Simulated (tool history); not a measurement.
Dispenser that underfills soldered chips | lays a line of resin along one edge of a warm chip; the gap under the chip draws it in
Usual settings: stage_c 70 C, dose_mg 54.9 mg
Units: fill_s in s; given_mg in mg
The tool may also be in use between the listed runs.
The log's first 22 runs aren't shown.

run	hour	stage_c	dose_mg	hours of work since the syringe was changed	hours of work since the valve was cleaned	hours of work since the stage was calibrated	fill_s	given_mg
23	106	60	48.3	5	77	148	189.7	44.86
24	112.1	71	61.3	9	82	152	147.9	57.03
# hour 113: new syringe of resin
25	116.3	84	60.8	2	85	155	49.2	56.24
26	121.8	84	60.8	7	89	159	67.6	55.87
# hour 126.7: new syringe of resin
# hour 129: dispensing valve cleaned and set on the balance
27	129	66	67.4	1	0	164	100.2	67.63
28	132.5	66	67.4	4	3	166	122.5	67.3
29	138.5	66	55.2	8	7	171	173.4	54.95
# hour 141.5: new syringe of resin
30	142	65	55.2	0	9	173	101	54.8
31	145.9	56	53.3	3	12	176	201.9	52.83
32	152.2	56	53.3	8	17	181	289.6	52.44
# hour 155.3: new syringe of resin
33	155.8	59	53.3	0	19	183	136	52.59
34	161.8	63	65.8	5	24	188	152.5	64.51
35	167.4	60	48.2	9	28	192	254.3	47.07

Forecast each of these 4 alternatives for the next run:
# hour 169: new syringe of resin
A	173.9	62	54.9	4	33	196	?	?
# hour 169: new syringe of resin
B	173.9	57	53.7	4	33	196	?	?
# hour 169: new syringe of resin
C	173.9	68	62.6	4	33	196	?	?
# hour 169: new syringe of resin
D	173.9	70	60.9	4	33	196	?	?

run	fill_s	given_mg
A	152.4	53.37
B	191.9	52.43
C	111.3	61.18
D	100.7	59.65
Without the tool's hidden state the same runs would have given:
run	fill_s	given_mg
A	123.4	54.86
B	155.5	53.89
C	90	62.89
D	81.3	61.31
